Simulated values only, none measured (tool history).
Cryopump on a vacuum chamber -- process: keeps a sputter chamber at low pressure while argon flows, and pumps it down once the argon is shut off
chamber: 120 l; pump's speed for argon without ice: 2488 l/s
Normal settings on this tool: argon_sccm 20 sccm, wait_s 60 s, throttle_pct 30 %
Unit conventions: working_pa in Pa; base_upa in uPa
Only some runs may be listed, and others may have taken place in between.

| run | day | argon_sccm | wait_s | throttle_pct | working_pa | base_upa |
|---|---|---|---|---|---|---|
| 1 | 0.000 | 20 | 60 | 30 | 0.0468 | 0.40 |
| 2 | 1.138 | 20 | 60 | 30 | 0.0461 | 0.41 |
| 3 | 3.592 | 20 | 60 | 29 | 0.0478 | 0.41 |
| 4 | 4.712 | 20 | 60 | 24 | 0.0578 | 0.49 |
| 5 | 6.883 | 20 | 60 | 24 | 0.0571 | 0.48 |
| 6 | 8.712 | 20 | 60 | 24 | 0.0570 | 0.46 |
| 7 | 9.779 | 20 | 60 | 24 | 0.0582 | 0.46 |
| 8 | 12.125 | 20 | 60 | 24 | 0.0581 | 0.46 |
| 9 | 14.571 | 20 | 60 | 24 | 0.0584 | 0.44 |
| 10 | 16.746 | 26 | 60 | 24 | 0.0770 | 0.51 |
| 11 | 17.971 | 26 | 69 | 24 | 0.0755 | 0.46 |
| 12 | 19.308 | 20 | 60 | 53 | 0.0276 | 0.51 |
| 13 | 20.550 | 20 | 60 | 53 | 0.0282 | 0.49 |
| 14 | 22.042 | 20 | 60 | 53 | 0.0280 | 0.50 |
| 15 | 23.317 | 20 | 60 | 53 | 0.0273 | 0.50 |
| 16 | 25.717 | 20 | 60 | 30 | 0.0480 | 0.52 |
| 17 | 27.958 | 20 | 65 | 30 | 0.0473 | 0.56 |
| 18 | 30.262 | 31 | 65 | 30 | 0.0742 | 0.52 |
| 19 | 32.683 | 24 | 65 | 30 | 0.0577 | 0.56 |
| 20 | 34.458 | 20 | 36 | 53 | 0.0282 | 0.79 |
| 21 | 36.262 | 20 | 36 | 53 | 0.0295 | 0.77 |
| 22 | 37.862 | 20 | 68 | 49 | 0.0305 | 0.53 |
|  | 40.008 | pump warmed up, emptied and cooled again |
| 23 | 40.512 | 20 | 68 | 49 | 0.0281 | 0.56 |
| 24 | 41.975 | 20 | 68 | 49 | 0.0284 | 0.48 |
| 25 | 43.117 | 37 | 138 | 47 | 0.0543 | 0.38 |
| 26 | 45.008 | 17 | 60 | 30 | 0.0388 | 0.55 |
| 27 | 46.058 | 17 | 60 | 30 | 0.0389 | 0.56 |
| 28 | 47.471 | 14 | 60 | 22 | 0.0430 | 0.60 |
| 29 | 48.667 | 14 | 60 | 22 | 0.0439 | 0.61 |
| 30 | 51.054 | 14 | 60 | 22 | 0.0440 | 0.59 |
| 31 | 53.017 | 19 | 38 | 54 | 0.0250 | 0.75 |
| 32 | 54.900 | 19 | 137 | 31 | 0.0424 | 0.46 |
| 33 | 56.100 | 14 | 108 | 30 | 0.0336 | 0.46 |

How would selected steps in working_pa from run to run divide? Give the signed amount a tool lacking its hidden state would still show from settings, what came in and random variation, and the signed amount left for the hidden state, including any gauge scatter that is not in both of the compared results.
The hidden state here: pump's speed, % of a pump's without ice; cold plate's temperature, K; leak into the chamber, uPa l/s; drift of the gauge itself on working_pa, %; drift of the gauge itself on base_upa, %.
Run 11 -> 12: argon_sccm 26 -> 20, wait_s 69 -> 60, throttle_pct 24 -> 53. working_pa -0.0479 Pa: hidden state -0.0005, all else -0.0474.
Run 17 -> 18: argon_sccm 20 -> 31. working_pa +0.0269 Pa: hidden state +0.0017, all else +0.0252.
Run 18 -> 19: argon_sccm 31 -> 24. working_pa -0.0165 Pa: hidden state -0.0008, all else -0.0157.
Run 19 -> 20: argon_sccm 24 -> 20, wait_s 65 -> 36, throttle_pct 30 -> 53. working_pa -0.0295 Pa: hidden state -0.0004, all else -0.0291.
Run 22 -> 23: pump warmed up, emptied and cooled again. working_pa -0.0024 Pa: hidden state -0.0031, all else +0.0007.
